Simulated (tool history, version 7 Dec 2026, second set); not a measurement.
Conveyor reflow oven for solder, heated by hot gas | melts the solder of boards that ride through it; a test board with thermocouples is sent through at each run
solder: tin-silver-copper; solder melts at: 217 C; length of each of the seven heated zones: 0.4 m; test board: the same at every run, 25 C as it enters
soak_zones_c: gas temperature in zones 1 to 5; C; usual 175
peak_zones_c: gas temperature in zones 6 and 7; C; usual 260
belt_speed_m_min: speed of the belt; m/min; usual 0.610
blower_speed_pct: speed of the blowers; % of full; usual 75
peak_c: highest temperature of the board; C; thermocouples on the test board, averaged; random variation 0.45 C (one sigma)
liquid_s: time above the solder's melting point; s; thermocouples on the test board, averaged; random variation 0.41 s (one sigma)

{"run": 1, "hour": 0.0, "soak_zones_c": 175, "peak_zones_c": 260, "belt_speed_m_min": 0.61, "blower_speed_pct": 75, "peak_c": 250.2, "liquid_s": 60.0}
{"run": 2, "hour": 6.9, "soak_zones_c": 175, "peak_zones_c": 260, "belt_speed_m_min": 0.61, "blower_speed_pct": 75, "peak_c": 251.1, "liquid_s": 59.6}
{"run": 3, "hour": 13.9, "soak_zones_c": 161, "peak_zones_c": 260, "belt_speed_m_min": 0.61, "blower_speed_pct": 75, "peak_c": 248.9, "liquid_s": 54.9}
{"run": 4, "hour": 22.6, "soak_zones_c": 161, "peak_zones_c": 260, "belt_speed_m_min": 0.61, "blower_speed_pct": 75, "peak_c": 248.9, "liquid_s": 55.7}
{"run": 5, "hour": 34.5, "soak_zones_c": 161, "peak_zones_c": 260, "belt_speed_m_min": 0.61, "blower_speed_pct": 75, "peak_c": 249.6, "liquid_s": 54.2}
{"run": 6, "hour": 41.6, "soak_zones_c": 161, "peak_zones_c": 260, "belt_speed_m_min": 0.61, "blower_speed_pct": 75, "peak_c": 249.5, "liquid_s": 54.6}
{"run": 7, "hour": 54.6, "soak_zones_c": 185, "peak_zones_c": 260, "belt_speed_m_min": 0.61, "blower_speed_pct": 75, "peak_c": 251.1, "liquid_s": 65.4}
{"run": 8, "hour": 64.5, "soak_zones_c": 175, "peak_zones_c": 260, "belt_speed_m_min": 0.61, "blower_speed_pct": 86, "peak_c": 253.2, "liquid_s": 62.9}
{"run": 9, "hour": 80.6, "soak_zones_c": 175, "peak_zones_c": 260, "belt_speed_m_min": 0.61, "blower_speed_pct": 80, "peak_c": 251.6, "liquid_s": 61.6}
{"run": 10, "hour": 94.4, "soak_zones_c": 175, "peak_zones_c": 260, "belt_speed_m_min": 0.61, "blower_speed_pct": 80, "peak_c": 251.8, "liquid_s": 61.5}
{"run": 11, "hour": 106.1, "soak_zones_c": 164, "peak_zones_c": 260, "belt_speed_m_min": 0.61, "blower_speed_pct": 75, "peak_c": 250.2, "liquid_s": 55.6}
{"run": 12, "hour": 117.9, "soak_zones_c": 175, "peak_zones_c": 260, "belt_speed_m_min": 0.61, "blower_speed_pct": 75, "peak_c": 250.8, "liquid_s": 60.9}
{"run": 13, "hour": 126.0, "soak_zones_c": 188, "peak_zones_c": 260, "belt_speed_m_min": 0.61, "blower_speed_pct": 75, "peak_c": 252.8, "liquid_s": 67.2}
{"run": 14, "hour": 139.3, "soak_zones_c": 188, "peak_zones_c": 260, "belt_speed_m_min": 0.61, "blower_speed_pct": 75, "peak_c": 251.8, "liquid_s": 67.0}
{"run": 15, "hour": 148.2, "soak_zones_c": 188, "peak_zones_c": 260, "belt_speed_m_min": 0.61, "blower_speed_pct": 75, "peak_c": 252.0, "liquid_s": 67.0}
{"run": 16, "hour": 157.8, "soak_zones_c": 176, "peak_zones_c": 251, "belt_speed_m_min": 0.61, "blower_speed_pct": 75, "peak_c": 242.5, "liquid_s": 55.7}
{"run": 17, "hour": 168.6, "soak_zones_c": 165, "peak_zones_c": 255, "belt_speed_m_min": 0.496, "blower_speed_pct": 76, "peak_c": 249.9, "liquid_s": 71.9}
{"run": 18, "hour": 182.7, "soak_zones_c": 161, "peak_zones_c": 260, "belt_speed_m_min": 0.633, "blower_speed_pct": 86, "peak_c": 250.0, "liquid_s": 54.3}
{"run": 19, "hour": 193.3, "soak_zones_c": 181, "peak_zones_c": 260, "belt_speed_m_min": 0.61, "blower_speed_pct": 54, "peak_c": 248.4, "liquid_s": 59.0}
{"run": 20, "hour": 204.8, "soak_zones_c": 168, "peak_zones_c": 270, "belt_speed_m_min": 0.61, "blower_speed_pct": 54, "peak_c": 255.4, "liquid_s": 59.1}
{"run": 21, "hour": 217.6, "soak_zones_c": 168, "peak_zones_c": 270, "belt_speed_m_min": 0.61, "blower_speed_pct": 54, "peak_c": 254.4, "liquid_s": 58.8}
{"run": 22, "hour": 229.3, "soak_zones_c": 176, "peak_zones_c": 270, "belt_speed_m_min": 0.699, "blower_speed_pct": 54, "peak_c": 251.4, "liquid_s": 51.0}
{"run": 23, "hour": 244.3, "soak_zones_c": 176, "peak_zones_c": 270, "belt_speed_m_min": 0.699, "blower_speed_pct": 54, "peak_c": 251.4, "liquid_s": 51.0}
{"run": 24, "hour": 260.7, "soak_zones_c": 176, "peak_zones_c": 270, "belt_speed_m_min": 0.699, "blower_speed_pct": 54, "peak_c": 251.7, "liquid_s": 51.2}
{"run": 25, "hour": 276.6, "soak_zones_c": 175, "peak_zones_c": 260, "belt_speed_m_min": 0.569, "blower_speed_pct": 65, "peak_c": 250.5, "liquid_s": 64.7}
{"run": 26, "hour": 288.8, "soak_zones_c": 189, "peak_zones_c": 263, "belt_speed_m_min": 0.547, "blower_speed_pct": 50, "peak_c": 253.1, "liquid_s": 74.9}
{"run": 27, "hour": 298.4, "soak_zones_c": 177, "peak_zones_c": 263, "belt_speed_m_min": 0.567, "blower_speed_pct": 70, "peak_c": 255.1, "liquid_s": 69.1}
{"run": 28, "hour": 308.0, "soak_zones_c": 184, "peak_zones_c": 273, "belt_speed_m_min": 0.567, "blower_speed_pct": 70, "peak_c": 264.6, "liquid_s": 77.0}
{"run": 29, "hour": 318.7, "soak_zones_c": 182, "peak_zones_c": 249, "belt_speed_m_min": 0.645, "blower_speed_pct": 59, "peak_c": 238.3, "liquid_s": 46.7}
{"run": 30, "hour": 333.1, "soak_zones_c": 182, "peak_zones_c": 249, "belt_speed_m_min": 0.645, "blower_speed_pct": 59, "peak_c": 237.0, "liquid_s": 47.9}

Taken out of this log: 1 entry between the listed runs. Where each belongs, and how the hidden state differs across it:
Between runs 6 and 7: flux residue cleaned out of gas plates and filters (hour 50.8)
  heat that the gas passes to the board, % of a clean oven's: 98.6 -> 99.9

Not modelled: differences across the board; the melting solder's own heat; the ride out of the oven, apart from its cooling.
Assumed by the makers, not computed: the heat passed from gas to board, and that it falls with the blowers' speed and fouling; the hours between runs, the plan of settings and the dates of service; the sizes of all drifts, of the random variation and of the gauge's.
